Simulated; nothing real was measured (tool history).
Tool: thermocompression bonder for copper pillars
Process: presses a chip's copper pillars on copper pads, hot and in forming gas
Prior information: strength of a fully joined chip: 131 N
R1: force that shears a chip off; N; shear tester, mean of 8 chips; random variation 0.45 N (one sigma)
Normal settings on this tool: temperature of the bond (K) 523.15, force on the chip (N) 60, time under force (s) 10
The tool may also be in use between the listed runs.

{"run": 1, "hour": 0.0, "temperature of the bond (K)": 523.15, "force on the chip (N)": 60, "time under force (s)": 10, "R1": 88.9}
{"run": 2, "hour": 14.1, "temperature of the bond (K)": 523.15, "force on the chip (N)": 60, "time under force (s)": 10, "R1": 88.4}
{"run": 3, "hour": 24.9, "temperature of the bond (K)": 523.15, "force on the chip (N)": 60, "time under force (s)": 9, "R1": 86.5}
{"run": 4, "hour": 33.6, "temperature of the bond (K)": 523.15, "force on the chip (N)": 60, "time under force (s)": 9, "R1": 85.6}
{"run": 5, "hour": 44.6, "temperature of the bond (K)": 523.15, "force on the chip (N)": 60, "time under force (s)": 9, "R1": 84.8}
{"run": 6, "hour": 54.3, "temperature of the bond (K)": 523.15, "force on the chip (N)": 60, "time under force (s)": 9, "R1": 85.2}
{"run": 7, "hour": 67.2, "temperature of the bond (K)": 523.15, "force on the chip (N)": 83, "time under force (s)": 10, "R1": 98.8}
{"run": 8, "hour": 83.1, "temperature of the bond (K)": 523.15, "force on the chip (N)": 83, "time under force (s)": 10, "R1": 98.9}
{"run": 9, "hour": 101.3, "temperature of the bond (K)": 508.15, "force on the chip (N)": 83, "time under force (s)": 10, "R1": 83.0}
{"run": 10, "hour": 112.3, "temperature of the bond (K)": 523.15, "force on the chip (N)": 60, "time under force (s)": 10, "R1": 87.4}
{"run": 11, "hour": 126.8, "temperature of the bond (K)": 523.15, "force on the chip (N)": 60, "time under force (s)": 10, "R1": 87.2}
{"run": 12, "hour": 137.1, "temperature of the bond (K)": 518.15, "force on the chip (N)": 60, "time under force (s)": 10, "R1": 83.1}
{"hour": 154.3, "done": "forming gas filter changed"}
{"run": 13, "hour": 155.3, "temperature of the bond (K)": 523.15, "force on the chip (N)": 60, "time under force (s)": 10, "R1": 91.2}
{"run": 14, "hour": 168.0, "temperature of the bond (K)": 523.15, "force on the chip (N)": 60, "time under force (s)": 7, "R1": 82.9}
{"run": 15, "hour": 183.0, "temperature of the bond (K)": 499.15, "force on the chip (N)": 60, "time under force (s)": 6, "R1": 53.3}
{"run": 16, "hour": 201.3, "temperature of the bond (K)": 499.15, "force on the chip (N)": 60, "time under force (s)": 6, "R1": 52.9}
{"hour": 204.3, "done": "force cell calibrated"}
{"run": 17, "hour": 220.1, "temperature of the bond (K)": 509.15, "force on the chip (N)": 69, "time under force (s)": 25, "R1": 101.3}
{"run": 18, "hour": 236.4, "temperature of the bond (K)": 509.15, "force on the chip (N)": 69, "time under force (s)": 25, "R1": 101.0}
{"run": 19, "hour": 253.3, "temperature of the bond (K)": 500.15, "force on the chip (N)": 52, "time under force (s)": 5, "R1": 45.6}
{"run": 20, "hour": 263.0, "temperature of the bond (K)": 500.15, "force on the chip (N)": 52, "time under force (s)": 5, "R1": 46.1}
{"run": 21, "hour": 278.4, "temperature of the bond (K)": 529.15, "force on the chip (N)": 60, "time under force (s)": 15, "R1": 105.7}
{"hour": 293.1, "done": "force cell calibrated, once more"}
{"run": 22, "hour": 294.4, "temperature of the bond (K)": 553.15, "force on the chip (N)": 55, "time under force (s)": 5, "R1": 98.8}
{"run": 23, "hour": 311.2, "temperature of the bond (K)": 498.15, "force on the chip (N)": 56, "time under force (s)": 10, "R1": 59.1}
{"run": 24, "hour": 319.9, "temperature of the bond (K)": 523.15, "force on the chip (N)": 78, "time under force (s)": 17, "R1": 109.0}
{"run": 25, "hour": 335.4, "temperature of the bond (K)": 499.15, "force on the chip (N)": 80, "time under force (s)": 13, "R1": 78.1}

Forecast each of these 3 alternatives for the next run:
{"run": "A", "hour": 354.9, "temperature of the bond (K)": 536.15, "force on the chip (N)": 63, "time under force (s)": 6, "R1": "?"}
{"run": "B", "hour": 354.9, "temperature of the bond (K)": 540.15, "force on the chip (N)": 60, "time under force (s)": 10, "R1": "?"}
{"run": "C", "hour": 354.9, "temperature of the bond (K)": 530.15, "force on the chip (N)": 80, "time under force (s)": 5, "R1": "?"}

run=A R1=91.7
run=B R1=103.8
run=C R1=90.6
Without the tool's hidden state the same runs would have given:
run=A R1=93.2
run=B R1=106.3
run=C R1=92.0
